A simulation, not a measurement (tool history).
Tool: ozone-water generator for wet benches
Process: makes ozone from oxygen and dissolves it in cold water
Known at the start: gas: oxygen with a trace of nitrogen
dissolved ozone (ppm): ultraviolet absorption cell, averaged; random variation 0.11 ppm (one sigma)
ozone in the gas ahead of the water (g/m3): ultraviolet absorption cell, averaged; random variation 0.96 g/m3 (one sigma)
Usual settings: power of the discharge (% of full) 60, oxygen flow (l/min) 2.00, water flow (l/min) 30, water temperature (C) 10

run     day  power of the discharge (% of full)  oxygen flow (l/min)  water flow (l/min)  water temperature (C)  dissolved ozone (ppm)  ozone in the gas ahead of the water (g/m3)
  1   0.000                                  60                 2.00                  30                     10                    6.3                                       165.6
  2   1.054                                  60                 2.00                  30                     10                    6.2                                       166.8
  3   2.571                                  60                 2.00                  30                     10                    6.3                                       164.1
  4   3.829                                  60                 2.00                  30                     10                    6.2                                       161.6
  5   4.704                                  60                 2.00                  30                     10                    6.0                                       164.9
  6   5.933                                  60                 2.00                  30                     10                    6.0                                       163.6
  7   6.871                                  83                 2.00                  30                     10                    7.7                                       201.3
  8   7.575                                  51                 1.10                  30                     15                    4.0                                       185.3
  9   8.267                                  51                 3.56                  34                     10                    6.2                                       118.9
      8.362  -- water thermometer calibrated
 10   9.142                                  80                 1.92                  46                     10                    4.3                                       200.5
 11  10.242                                  80                 1.92                  46                     10                    4.5                                       201.2
 12  11.700                                  80                 1.92                  46                     10                    4.6                                       199.8
 13  12.925                                  80                 1.92                  46                     10                    4.4                                       200.3
     13.058  -- water thermometer calibrated, once more
 14  13.604                                  60                 2.00                  22                     10                    8.7                                       163.2

4 ways to go on from here, each from the tool as it stands after run 14. What would each give?
  A  14.742                                  60                 3.38                  35                      7                      ?                                           ?
  B  14.742                                  43                 2.00                  30                     13                      ?                                           ?
  C  14.742                                  60                 2.00                  22                      9                      ?                                           ?
  D  14.742                                  60                 2.00                  43                     10                      ?                                           ?

run  dissolved ozone (ppm)  ozone in the gas ahead of the water (g/m3)
  A                    6.7                                       134.0
  B                    4.9                                       131.4
  C                    8.7                                       163.6
  D                    4.0                                       162.0
Without the tool's hidden state the same runs would have given:
run  dissolved ozone (ppm)  ozone in the gas ahead of the water (g/m3)
  A                    6.9                                       135.0
  B                    5.1                                       132.2
  C                    8.9                                       164.9
  D                    4.1                                       163.3

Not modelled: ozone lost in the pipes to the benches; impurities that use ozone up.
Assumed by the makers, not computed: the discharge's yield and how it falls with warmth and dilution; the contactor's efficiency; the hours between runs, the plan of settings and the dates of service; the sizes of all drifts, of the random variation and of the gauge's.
